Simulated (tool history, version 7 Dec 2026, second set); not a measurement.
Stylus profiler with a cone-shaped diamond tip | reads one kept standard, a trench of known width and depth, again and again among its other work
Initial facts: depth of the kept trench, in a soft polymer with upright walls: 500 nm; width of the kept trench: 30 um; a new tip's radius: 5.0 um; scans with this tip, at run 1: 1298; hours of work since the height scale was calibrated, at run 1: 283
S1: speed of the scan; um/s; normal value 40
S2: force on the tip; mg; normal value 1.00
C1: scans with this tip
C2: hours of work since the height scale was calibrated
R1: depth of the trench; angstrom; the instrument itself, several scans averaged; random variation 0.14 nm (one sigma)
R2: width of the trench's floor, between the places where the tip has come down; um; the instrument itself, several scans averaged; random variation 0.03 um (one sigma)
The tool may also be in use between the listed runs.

Run 1, day 0.000: usual settings; C1 1298; C2 283. Result: R1 5035.1 angstrom, R2 25.05 um.
Run 2, day 0.350: usual settings; C1 1319; C2 287. Result: R1 5034.8 angstrom, R2 25.07 um.
Run 3, day 0.725: usual settings; C1 1343; C2 292. Result: R1 5033.4 angstrom, R2 25.02 um.
Run 4, day 1.454: usual settings but S1 47 um/s; C1 1388; C2 302. Result: R1 5035.9 angstrom, R2 24.94 um.
Run 5, day 1.817: usual settings but S1 47 um/s; C1 1410; C2 307. Result: R1 5034.0 angstrom, R2 25.00 um.
Run 6, day 2.338: usual settings but S1 47 um/s, S2 0.67 mg; C1 1442; C2 314. Result: R1 5028.0 angstrom, R2 24.83 um.
Run 7, day 2.967: usual settings but S1 48 um/s, S2 0.91 mg; C1 1481; C2 323. Result: R1 5036.0 angstrom, R2 24.86 um.
Run 8, day 3.479: usual settings but S1 62 um/s, S2 0.68 mg; C1 1513; C2 330. Result: R1 5026.1 angstrom, R2 24.69 um.
Run 9, day 3.846: usual settings but S1 129 um/s, S2 1.45 mg; C1 1535; C2 334. Result: R1 5045.3 angstrom, R2 24.34 um.
Run 10, day 4.300: usual settings but S1 129 um/s, S2 1.45 mg; C1 1563; C2 341. Result: R1 5044.7 angstrom, R2 24.35 um.
Run 11, day 4.729: usual settings but S1 129 um/s, S2 1.45 mg; C1 1590; C2 346. Result: R1 5043.4 angstrom, R2 24.35 um.

Here are 3 independent what-if runs from the current tool condition. What would each one return?
Run A, day 5.217: usual settings but S1 17 um/s, S2 0.89 mg; C1 1620; C2 353. Result: R1 ?, R2 ?.
Run B, day 5.217: usual settings but S1 15 um/s, S2 0.57 mg; C1 1620; C2 353. Result: R1 ?, R2 ?.
Run C, day 5.217: usual settings but S2 2.65 mg; C1 1620; C2 353. Result: R1 ?, R2 ?.

run      R1     R2
  A  5032.5  25.18
  B  5023.3  25.19
  C  5063.7  25.13
Had the tool no hidden state, the same runs would have come out as:
run      R1     R2
  A  5027.4  25.43
  B  5018.2  25.45
  C  5058.5  25.38

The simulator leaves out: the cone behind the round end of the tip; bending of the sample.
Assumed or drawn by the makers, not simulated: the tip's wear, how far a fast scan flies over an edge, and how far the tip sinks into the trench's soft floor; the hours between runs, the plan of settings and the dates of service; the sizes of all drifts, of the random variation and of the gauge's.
